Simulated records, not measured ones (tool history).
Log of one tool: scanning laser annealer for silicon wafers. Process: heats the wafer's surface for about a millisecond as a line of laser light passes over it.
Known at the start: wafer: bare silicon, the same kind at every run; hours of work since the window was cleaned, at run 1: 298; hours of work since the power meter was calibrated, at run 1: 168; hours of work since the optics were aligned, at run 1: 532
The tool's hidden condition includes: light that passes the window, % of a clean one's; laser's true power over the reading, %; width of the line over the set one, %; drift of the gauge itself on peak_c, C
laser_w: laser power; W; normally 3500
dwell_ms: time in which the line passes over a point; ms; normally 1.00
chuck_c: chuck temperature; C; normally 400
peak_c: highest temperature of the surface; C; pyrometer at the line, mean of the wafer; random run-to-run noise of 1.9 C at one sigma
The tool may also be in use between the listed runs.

run   hour  laser_w  dwell_ms  chuck_c  hours of work since the window was cleaned  hours of work since the power meter was calibrated  hours of work since the optics were aligned  peak_c
  1    0.0     3500      1.00      400                                         298                                                 168                                          532    1111
  2    6.7     3500      1.25      400                                         303                                                 172                                          537    1217
  3   16.6     3500      1.25      400                                         310                                                 179                                          544    1214
  4   23.1     3500      1.25      400                                         314                                                 184                                          548    1217
  5   32.0     3500      0.75      400                                         320                                                 190                                          554    1003
  6   42.0     3500      0.75      400                                         327                                                 197                                          561    1000
  7   48.3     3500      0.75      400                                         331                                                 201                                          566    1004
  8   53.0     3500      1.00      400                                         335                                                 204                                          569    1112
  9   58.3     3737      1.00      400                                         338                                                 208                                          572    1177
 10   68.0     3008      1.00      400                                         345                                                 214                                          579     984
 11   72.5     3008      1.00      400                                         348                                                 218                                          582     984
      76.4  -- laser's power meter calibrated
 12   83.0     3008      1.00      400                                         353                                                   5                                          587     984
 13   92.8     3008      1.00      400                                         360                                                  11                                          594     985
 14  100.0     3500      1.00      400                                         365                                                  16                                          599    1111
 15  110.2     3500      1.00      400                                         372                                                  23                                          606    1110
     114.0  -- laser's power meter calibrated, once more
 16  118.9     3500      1.00      400                                         376                                                   3                                          610    1112
 17  127.9     3500      1.00      400                                         382                                                   9                                          616    1107
 18  134.2     3813      0.94      368                                         386                                                  14                                          620    1136
 19  138.4     3441      0.75      405                                         389                                                  17                                          623     991
 20  146.0     3441      0.75      405                                         394                                                  22                                          628     990
 21  152.6     3441      0.75      405                                         399                                                  26                                          633     990
 22  159.8     3441      0.75      405                                         404                                                  31                                          638     990
 23  166.6     3500      1.15      367                                         408                                                  36                                          643    1140
 24  172.0     3516      0.83      425                                         412                                                  40                                          646    1064

What does the tool deliver on the next run?
 25  180.6     3324      1.02      400                                         418                                                  46                                          652       ?

Run 25 yielded peak_c 1069 C.
On a tool with no hidden condition, and with the same random variation, this run would have come out at peak_c 1092 C.
